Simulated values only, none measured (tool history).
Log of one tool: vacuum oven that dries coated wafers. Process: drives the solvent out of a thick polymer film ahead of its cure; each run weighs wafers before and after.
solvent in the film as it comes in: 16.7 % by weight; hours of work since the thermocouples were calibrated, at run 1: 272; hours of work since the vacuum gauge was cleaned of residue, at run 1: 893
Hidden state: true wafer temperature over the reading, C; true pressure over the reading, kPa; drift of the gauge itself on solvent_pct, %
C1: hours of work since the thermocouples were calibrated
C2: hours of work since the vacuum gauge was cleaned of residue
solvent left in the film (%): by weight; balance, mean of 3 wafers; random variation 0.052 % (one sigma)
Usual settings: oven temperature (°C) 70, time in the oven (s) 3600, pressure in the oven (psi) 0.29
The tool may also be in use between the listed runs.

{"run": 1, "hour": 0.0, "oven temperature (°C)": 70, "time in the oven (s)": 3600, "pressure in the oven (psi)": 0.29, "C1": 272, "C2": 893, "solvent left in the film (%)": 1.43}
{"run": 2, "hour": 110.9, "oven temperature (°C)": 70, "time in the oven (s)": 3600, "pressure in the oven (psi)": 0.29, "C1": 361, "C2": 981, "solvent left in the film (%)": 1.53}
{"run": 3, "hour": 227.0, "oven temperature (°C)": 70, "time in the oven (s)": 3600, "pressure in the oven (psi)": 0.29, "C1": 453, "C2": 1074, "solvent left in the film (%)": 1.53}
{"run": 4, "hour": 338.3, "oven temperature (°C)": 70, "time in the oven (s)": 3600, "pressure in the oven (psi)": 0.29, "C1": 541, "C2": 1162, "solvent left in the film (%)": 1.55}
{"run": 5, "hour": 415.6, "oven temperature (°C)": 70, "time in the oven (s)": 3600, "pressure in the oven (psi)": 0.29, "C1": 603, "C2": 1223, "solvent left in the film (%)": 1.51}
{"run": 6, "hour": 515.0, "oven temperature (°C)": 70, "time in the oven (s)": 3360, "pressure in the oven (psi)": 0.29, "C1": 681, "C2": 1302, "solvent left in the film (%)": 1.71}
{"hour": 555.8, "done": "oven's thermocouples calibrated"}
{"run": 7, "hour": 583.5, "oven temperature (°C)": 70, "time in the oven (s)": 3360, "pressure in the oven (psi)": 0.516, "C1": 22, "C2": 1355, "solvent left in the film (%)": 2.29}
{"run": 8, "hour": 694.3, "oven temperature (°C)": 70, "time in the oven (s)": 3960, "pressure in the oven (psi)": 0.29, "C1": 110, "C2": 1443, "solvent left in the film (%)": 1.35}
{"run": 9, "hour": 749.4, "oven temperature (°C)": 70, "time in the oven (s)": 3600, "pressure in the oven (psi)": 0.29, "C1": 154, "C2": 1487, "solvent left in the film (%)": 1.43}
{"run": 10, "hour": 854.5, "oven temperature (°C)": 70, "time in the oven (s)": 3600, "pressure in the oven (psi)": 0.29, "C1": 237, "C2": 1570, "solvent left in the film (%)": 1.46}
{"run": 11, "hour": 911.6, "oven temperature (°C)": 70, "time in the oven (s)": 2040, "pressure in the oven (psi)": 0.29, "C1": 283, "C2": 1616, "solvent left in the film (%)": 3.22}
{"run": 12, "hour": 989.7, "oven temperature (°C)": 56, "time in the oven (s)": 3600, "pressure in the oven (psi)": 0.29, "C1": 345, "C2": 1678, "solvent left in the film (%)": 5.77}
{"run": 13, "hour": 1088.4, "oven temperature (°C)": 56, "time in the oven (s)": 3600, "pressure in the oven (psi)": 0.29, "C1": 423, "C2": 1756, "solvent left in the film (%)": 5.69}
{"run": 14, "hour": 1172.1, "oven temperature (°C)": 56, "time in the oven (s)": 3600, "pressure in the oven (psi)": 0.29, "C1": 490, "C2": 1823, "solvent left in the film (%)": 5.67}
{"run": 15, "hour": 1226.6, "oven temperature (°C)": 56, "time in the oven (s)": 3600, "pressure in the oven (psi)": 0.29, "C1": 533, "C2": 1866, "solvent left in the film (%)": 5.65}
{"run": 16, "hour": 1280.7, "oven temperature (°C)": 56, "time in the oven (s)": 3600, "pressure in the oven (psi)": 0.331, "C1": 576, "C2": 1909, "solvent left in the film (%)": 5.92}
{"hour": 1367.7, "done": "vacuum gauge cleaned of residue and calibrated"}
{"run": 17, "hour": 1392.0, "oven temperature (°C)": 70, "time in the oven (s)": 3600, "pressure in the oven (psi)": 0.29, "C1": 663, "C2": 19, "solvent left in the film (%)": 1.55}
{"hour": 1461.6, "done": "oven's thermocouples calibrated"}
{"run": 18, "hour": 1508.4, "oven temperature (°C)": 70, "time in the oven (s)": 3600, "pressure in the oven (psi)": 0.29, "C1": 37, "C2": 110, "solvent left in the film (%)": 1.45}
{"run": 19, "hour": 1624.3, "oven temperature (°C)": 70, "time in the oven (s)": 3600, "pressure in the oven (psi)": 0.29, "C1": 129, "C2": 202, "solvent left in the film (%)": 1.48}
{"run": 20, "hour": 1675.8, "oven temperature (°C)": 70, "time in the oven (s)": 3600, "pressure in the oven (psi)": 0.994, "C1": 170, "C2": 243, "solvent left in the film (%)": 3.62}
{"run": 21, "hour": 1723.7, "oven temperature (°C)": 70, "time in the oven (s)": 3600, "pressure in the oven (psi)": 0.29, "C1": 208, "C2": 281, "solvent left in the film (%)": 1.54}
{"run": 22, "hour": 1810.6, "oven temperature (°C)": 70, "time in the oven (s)": 3600, "pressure in the oven (psi)": 1.111, "C1": 277, "C2": 350, "solvent left in the film (%)": 3.95}
{"run": 23, "hour": 1902.5, "oven temperature (°C)": 79, "time in the oven (s)": 4920, "pressure in the oven (psi)": 0.271, "C1": 350, "C2": 423, "solvent left in the film (%)": 0.56}
{"run": 24, "hour": 1960.6, "oven temperature (°C)": 70, "time in the oven (s)": 4380, "pressure in the oven (psi)": 0.608, "C1": 396, "C2": 469, "solvent left in the film (%)": 2.15}
{"run": 25, "hour": 2061.7, "oven temperature (°C)": 70, "time in the oven (s)": 4380, "pressure in the oven (psi)": 0.608, "C1": 477, "C2": 550, "solvent left in the film (%)": 2.17}
{"run": 26, "hour": 2128.7, "oven temperature (°C)": 74, "time in the oven (s)": 3600, "pressure in the oven (psi)": 0.508, "C1": 530, "C2": 603, "solvent left in the film (%)": 1.48}
{"run": 27, "hour": 2201.6, "oven temperature (°C)": 74, "time in the oven (s)": 2640, "pressure in the oven (psi)": 0.698, "C1": 588, "C2": 661, "solvent left in the film (%)": 2.45}
{"run": 28, "hour": 2293.5, "oven temperature (°C)": 74, "time in the oven (s)": 2640, "pressure in the oven (psi)": 0.698, "C1": 661, "C2": 734, "solvent left in the film (%)": 2.45}
{"hour": 2363.7, "done": "oven's thermocouples calibrated"}
{"run": 29, "hour": 2382.4, "oven temperature (°C)": 74, "time in the oven (s)": 2340, "pressure in the oven (psi)": 1.088, "C1": 15, "C2": 803, "solvent left in the film (%)": 3.54}
{"run": 30, "hour": 2446.7, "oven temperature (°C)": 70, "time in the oven (s)": 4500, "pressure in the oven (psi)": 0.731, "C1": 66, "C2": 854, "solvent left in the film (%)": 2.44}
{"run": 31, "hour": 2543.1, "oven temperature (°C)": 84, "time in the oven (s)": 2040, "pressure in the oven (psi)": 0.731, "C1": 143, "C2": 931, "solvent left in the film (%)": 1.44}
{"run": 32, "hour": 2594.5, "oven temperature (°C)": 73, "time in the oven (s)": 2340, "pressure in the oven (psi)": 0.731, "C1": 183, "C2": 971, "solvent left in the film (%)": 2.95}
{"run": 33, "hour": 2711.6, "oven temperature (°C)": 73, "time in the oven (s)": 2340, "pressure in the oven (psi)": 0.731, "C1": 276, "C2": 1064, "solvent left in the film (%)": 2.97}
{"run": 34, "hour": 2779.5, "oven temperature (°C)": 73, "time in the oven (s)": 2340, "pressure in the oven (psi)": 0.731, "C1": 330, "C2": 1118, "solvent left in the film (%)": 3.09}
{"run": 35, "hour": 2827.4, "oven temperature (°C)": 66, "time in the oven (s)": 4320, "pressure in the oven (psi)": 0.232, "C1": 368, "C2": 1156, "solvent left in the film (%)": 1.64}
{"run": 36, "hour": 2886.7, "oven temperature (°C)": 66, "time in the oven (s)": 4320, "pressure in the oven (psi)": 0.232, "C1": 415, "C2": 1203, "solvent left in the film (%)": 1.63}
{"run": 37, "hour": 2975.9, "oven temperature (°C)": 66, "time in the oven (s)": 4320, "pressure in the oven (psi)": 0.232, "C1": 486, "C2": 1274, "solvent left in the film (%)": 1.68}
{"run": 38, "hour": 3049.4, "oven temperature (°C)": 84, "time in the oven (s)": 2280, "pressure in the oven (psi)": 0.515, "C1": 545, "C2": 1333, "solvent left in the film (%)": 1.04}
{"run": 39, "hour": 3156.4, "oven temperature (°C)": 84, "time in the oven (s)": 2280, "pressure in the oven (psi)": 0.515, "C1": 630, "C2": 1418, "solvent left in the film (%)": 1}
{"run": 40, "hour": 3224.2, "oven temperature (°C)": 70, "time in the oven (s)": 5520, "pressure in the oven (psi)": 0.468, "C1": 684, "C2": 1472, "solvent left in the film (%)": 1.6}
{"hour": 3270.2, "done": "oven's thermocouples calibrated"}
{"run": 41, "hour": 3322.8, "oven temperature (°C)": 81, "time in the oven (s)": 3600, "pressure in the oven (psi)": 0.149, "C1": 42, "C2": 1548, "solvent left in the film (%)": 0.37}
{"run": 42, "hour": 3426.2, "oven temperature (°C)": 82, "time in the oven (s)": 1920, "pressure in the oven (psi)": 0.29, "C1": 124, "C2": 1630, "solvent left in the film (%)": 0.94}
{"run": 43, "hour": 3499.9, "oven temperature (°C)": 55, "time in the oven (s)": 1920, "pressure in the oven (psi)": 1.053, "C1": 182, "C2": 1689, "solvent left in the film (%)": 11.19}
{"run": 44, "hour": 3611.7, "oven temperature (°C)": 55, "time in the oven (s)": 1920, "pressure in the oven (psi)": 1.053, "C1": 271, "C2": 1778, "solvent left in the film (%)": 11.05}

Forecast each of these 4 alternatives for the next run:
{"run": "A", "hour": 3692.9, "oven temperature (°C)": 59, "time in the oven (s)": 3600, "pressure in the oven (psi)": 0.455, "C1": 336, "C2": 1842, "solvent left in the film (%)": "?"}
{"run": "B", "hour": 3692.9, "oven temperature (°C)": 70, "time in the oven (s)": 2820, "pressure in the oven (psi)": 0.574, "C1": 336, "C2": 1842, "solvent left in the film (%)": "?"}
{"run": "C", "hour": 3692.9, "oven temperature (°C)": 66, "time in the oven (s)": 3600, "pressure in the oven (psi)": 0.29, "C1": 336, "C2": 1842, "solvent left in the film (%)": "?"}
{"run": "D", "hour": 3692.9, "oven temperature (°C)": 72, "time in the oven (s)": 4260, "pressure in the oven (psi)": 0.363, "C1": 336, "C2": 1842, "solvent left in the film (%)": "?"}

run=A solvent_left_in_the_film_(%)=5.19
run=B solvent_left_in_the_film_(%)=2.89
run=C solvent_left_in_the_film_(%)=2.32
run=D solvent_left_in_the_film_(%)=1.26
Without the tool's hidden state the same runs would have given:
run=A solvent_left_in_the_film_(%)=5.17
run=B solvent_left_in_the_film_(%)=2.88
run=C solvent_left_in_the_film_(%)=2.3
run=D solvent_left_in_the_film_(%)=1.24

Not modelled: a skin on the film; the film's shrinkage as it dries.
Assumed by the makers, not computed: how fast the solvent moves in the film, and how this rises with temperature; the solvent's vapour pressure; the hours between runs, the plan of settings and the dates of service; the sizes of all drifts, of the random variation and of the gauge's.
